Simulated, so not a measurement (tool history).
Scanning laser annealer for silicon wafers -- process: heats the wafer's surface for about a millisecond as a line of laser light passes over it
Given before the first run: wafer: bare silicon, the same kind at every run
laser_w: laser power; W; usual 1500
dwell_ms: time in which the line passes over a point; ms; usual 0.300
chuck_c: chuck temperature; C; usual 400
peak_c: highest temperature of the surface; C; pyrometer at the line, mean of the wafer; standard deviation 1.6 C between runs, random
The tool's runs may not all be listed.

run,hour,laser_w,dwell_ms,chuck_c,peak_c
1,0.0,1500,0.300,400,1222
2,25.2,1500,0.342,400,1285
3,57.3,1500,0.342,400,1286
4,85.4,1500,0.300,400,1219
5,104.1,1500,0.300,400,1219
6,119.8,1500,0.216,400,1080
7,144.9,1393,0.300,400,1164
8,174.6,1393,0.300,400,1165
9,211.8,1393,0.300,400,1158
10,237.1,1393,0.300,400,1160
11,271.5,1393,0.300,400,1159
12,293.5,1427,0.300,400,1174
13,323.2,1500,0.300,400,1211
14,339.6,1308,0.300,400,1114
15,356.2,1308,0.300,400,1112
16,370.7,1308,0.300,400,1115
17,403.4,1308,0.300,400,1128
18,429.6,1308,0.300,400,1130
19,448.2,1567,0.300,400,1264
20,465.0,1500,0.230,400,1112
21,491.8,1628,0.300,437,1328
22,523.2,1628,0.300,437,1326
23,557.0,1510,0.324,405,1271
24,586.5,1299,0.341,374,1152
25,608.8,1299,0.341,374,1152
26,638.7,1396,0.217,400,1041
27,670.2,1396,0.217,400,1040
28,694.9,1447,0.231,400,1087
29,728.8,1447,0.348,400,1264
30,761.9,1447,0.231,400,1086
31,796.8,1447,0.231,400,1085
32,827.3,1447,0.231,400,1084
33,854.7,1447,0.231,400,1082
34,884.7,1447,0.231,400,1085
35,905.0,1642,0.211,405,1134
36,930.5,1368,0.219,405,1034
37,946.1,1437,0.235,426,1110
38,974.7,1437,0.235,426,1111
39,990.3,1437,0.292,424,1196
40,1024.2,1332,0.231,385,1018

Between the runs listed above, the log contained 2 entries, not reproduced here. Where in the sequence does each belong, and how does what the log doesn't record of the tool's condition differ from the listed run before to the listed run after?
Logged between run 8 and run 9: window over the wafer cleaned (hour 192.9)
  light that passes the window, % of a clean one's: 98.32 -> 97.5; laser's true power over the reading, %: 0.18 -> 0.19; width of the line over the set one, %: 1 -> 1.05
  measured value less the no-hidden-state value, peak_c: -13 -> -19 C
Logged between run 16 and run 17: window over the wafer cleaned, once more (hour 398.2)
  light that passes the window, % of a clean one's: 97.15 -> 99.65; laser's true power over the reading, %: 0.23 -> 0.24; width of the line over the set one, %: 1.27 -> 1.31
  measured value less the no-hidden-state value, peak_c: -21 -> -4 C
